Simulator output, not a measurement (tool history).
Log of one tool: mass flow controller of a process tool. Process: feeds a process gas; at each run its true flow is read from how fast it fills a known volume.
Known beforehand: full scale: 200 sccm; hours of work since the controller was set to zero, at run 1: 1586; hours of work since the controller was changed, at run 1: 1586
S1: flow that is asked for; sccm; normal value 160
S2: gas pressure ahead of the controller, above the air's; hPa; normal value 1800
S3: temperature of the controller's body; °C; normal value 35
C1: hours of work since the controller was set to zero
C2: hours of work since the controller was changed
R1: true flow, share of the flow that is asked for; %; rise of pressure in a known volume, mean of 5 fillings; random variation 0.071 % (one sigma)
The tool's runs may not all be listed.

run   hour   S1    S2  S3    C1    C2      R1
  1    0.0  160  1800  35  1586  1586  100.78
  2   72.4  160  1800  35  1640  1640  100.84
  3  123.5  160  1800  35  1678  1678  100.80
  4  169.0  160  1800  35  1712  1712  100.96
  5  253.5  160  1800  35  1776  1776  100.87
  6  299.7  160  1800  35  1810  1810  100.95
  7  370.2  160  1800  35  1863  1863  101.01
  8  412.8  160  1800  35  1895  1895  100.83
  9  470.2  160  2200  35  1938  1938  101.01
 10  519.1  160  1480  23  1974  1974   99.56
 11  571.4   48  1950  39  2013  2013  101.19
 12  643.8   48  1950  39  2067  2067  101.21
 13  704.4   67  1750  26  2113  2113   99.72

Each row is a separate what-if for the run after 13, all from the same tool condition, not one after another. Results?
  A  769.2  136  1750  22  2161  2161   ?
  B  769.2   23  1900  28  2161  2161   ?
  C  769.2   23  1800  33  2161  2161   ?
  D  769.2   60  2070  22  2161  2161   ?
  E  769.2  160  1800  29  2161  2161   ?

run      R1
  A   99.40
  B   99.85
  C  100.34
  D   99.53
  E  100.21
Without the tool's unlogged condition, the same runs would have read:
run      R1
  A   99.39
  B   99.87
  C  100.36
  D   99.53
  E  100.20

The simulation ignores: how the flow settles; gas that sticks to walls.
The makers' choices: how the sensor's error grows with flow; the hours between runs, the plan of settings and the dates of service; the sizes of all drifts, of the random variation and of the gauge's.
